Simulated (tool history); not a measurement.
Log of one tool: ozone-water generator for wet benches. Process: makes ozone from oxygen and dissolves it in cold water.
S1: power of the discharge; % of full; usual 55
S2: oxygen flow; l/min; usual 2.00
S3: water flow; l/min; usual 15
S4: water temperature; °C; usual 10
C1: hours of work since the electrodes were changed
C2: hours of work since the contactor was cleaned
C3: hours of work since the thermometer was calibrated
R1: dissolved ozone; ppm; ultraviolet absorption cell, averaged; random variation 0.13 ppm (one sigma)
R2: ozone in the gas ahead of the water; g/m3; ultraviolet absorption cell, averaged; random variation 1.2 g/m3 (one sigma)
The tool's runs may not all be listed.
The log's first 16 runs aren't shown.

| run | hour | S1 | S2 | S3 | S4 | C1 | C2 | C3 | R1 | R2 |
|---|---|---|---|---|---|---|---|---|---|---|
| 17 | 2560.3 | 55 | 2.00 | 15 | 15 | 212 | 1169 | 2259 | 13.9 | 217.3 |
| 18 | 2689.0 | 55 | 2.00 | 9 | 6 | 326 | 1283 | 2373 | 26.1 | 218.2 |
| 19 | 2797.3 | 55 | 2.00 | 9 | 6 | 422 | 1379 | 2469 | 25.9 | 217.1 |
| 20 | 3015.0 | 55 | 1.22 | 23 | 10 | 615 | 1571 | 2662 | 6.8 | 258.1 |
| 21 | 3162.7 | 58 | 1.15 | 13 | 6 | 746 | 1702 | 2793 | 14.6 | 275.8 |
| 22 | 3265.2 | 55 | 1.22 | 22 | 10 | 837 | 1793 | 2883 | 7.2 | 260.2 |
| 23 | 3366.3 | 55 | 1.22 | 22 | 10 | 926 | 1883 | 2973 | 7.3 | 257.3 |
|  | 3429.5 | water thermometer calibrated |
| 24 | 3471.2 | 65 | 2.64 | 15 | 15 | 1019 | 1975 | 37 | 17.2 | 221.0 |
| 25 | 3580.7 | 65 | 1.64 | 15 | 16 | 1116 | 2072 | 134 | 14.7 | 266.1 |
| 26 | 3790.3 | 61 | 2.00 | 15 | 10 | 1301 | 2258 | 320 | 15.7 | 232.9 |
| 27 | 3889.1 | 85 | 1.24 | 17 | 6 | 1389 | 2345 | 407 | 14.8 | 371.1 |
| 28 | 4031.3 | 85 | 1.24 | 17 | 6 | 1515 | 2471 | 533 | 14.6 | 369.4 |
| 29 | 4177.2 | 68 | 2.00 | 15 | 10 | 1644 | 2600 | 662 | 16.8 | 253.4 |
| 30 | 4378.0 | 55 | 2.00 | 10 | 5 | 1822 | 2778 | 840 | 22.5 | 209.4 |
| 31 | 4534.0 | 55 | 2.00 | 10 | 5 | 1960 | 2916 | 978 | 22.4 | 208.2 |
| 32 | 4717.0 | 48 | 3.30 | 10 | 5 | 2122 | 3079 | 1141 | 22.6 | 151.3 |
|  | 4887.9 | contactor cleaned |
| 33 | 4949.8 | 52 | 2.08 | 15 | 10 | 2325 | 55 | 1343 | 13.7 | 195.5 |
| 34 | 5098.6 | 48 | 2.08 | 15 | 5 | 2457 | 187 | 1475 | 13.5 | 180.5 |

3 ways to go on from here, each from the tool as it stands after run 34. What would each give?
| A | 5295.3 | 59 | 2.08 | 13 | 7 | 2631 | 361 | 1649 | ? | ? |
| B | 5295.3 | 48 | 2.08 | 18 | 12 | 2631 | 361 | 1649 | ? | ? |
| C | 5295.3 | 89 | 2.00 | 9 | 8 | 2631 | 361 | 1649 | ? | ? |

| run | R1 | R2 |
|---|---|---|
| A | 18.2 | 214.5 |
| B | 10.0 | 179.9 |
| C | 36.9 | 311.8 |
Without the tool's hidden state the same runs would have given:
| run | R1 | R2 |
|---|---|---|
| A | 19.6 | 228.6 |
| B | 10.6 | 189.2 |
| C | 40.6 | 341.4 |
